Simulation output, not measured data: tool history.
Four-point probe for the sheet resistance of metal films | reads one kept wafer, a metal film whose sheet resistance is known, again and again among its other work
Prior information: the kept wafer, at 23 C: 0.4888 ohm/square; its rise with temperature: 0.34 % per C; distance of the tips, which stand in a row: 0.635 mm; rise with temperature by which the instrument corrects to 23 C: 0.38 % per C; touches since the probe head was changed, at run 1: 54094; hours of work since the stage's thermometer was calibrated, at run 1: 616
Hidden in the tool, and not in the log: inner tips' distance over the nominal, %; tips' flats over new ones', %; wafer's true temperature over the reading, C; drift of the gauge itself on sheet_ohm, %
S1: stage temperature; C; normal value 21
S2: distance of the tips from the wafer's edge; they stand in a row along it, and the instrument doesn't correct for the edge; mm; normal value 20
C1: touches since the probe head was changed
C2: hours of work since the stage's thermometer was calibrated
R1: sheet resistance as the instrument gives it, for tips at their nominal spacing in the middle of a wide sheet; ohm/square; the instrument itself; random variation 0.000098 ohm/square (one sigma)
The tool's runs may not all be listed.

run	hour	S1	S2	C1	C2	R1
1	0.0	21	20	54094	616	0.489356
2	14.0	21	4	54624	624	0.495771
3	40.5	21	4	55626	639	0.495845
4	66.6	21	52	56615	653	0.489229
5	82.6	21	20	57221	662	0.489655
6	109.8	21	20	58250	677	0.489556
# hour 113.0: stage's thermometer calibrated
7	140.2	21	20	59381	15	0.490016
8	173.8	33	20	60653	34	0.487851
9	204.7	33	20	61824	51	0.487938
10	227.4	34	5	62685	64	0.491690
11	254.3	20	32	63702	79	0.490056
12	269.6	19	27	64282	88	0.490382

Forecast run 13:
# hour 294.4: new probe head fitted
13	295.2	31	20	28	101	?

{"run 13": {"R1": 0.487063}}
With the hidden condition absent and the run-to-run variation left alone, this run would have shown R1 0.487694 ohm/square.
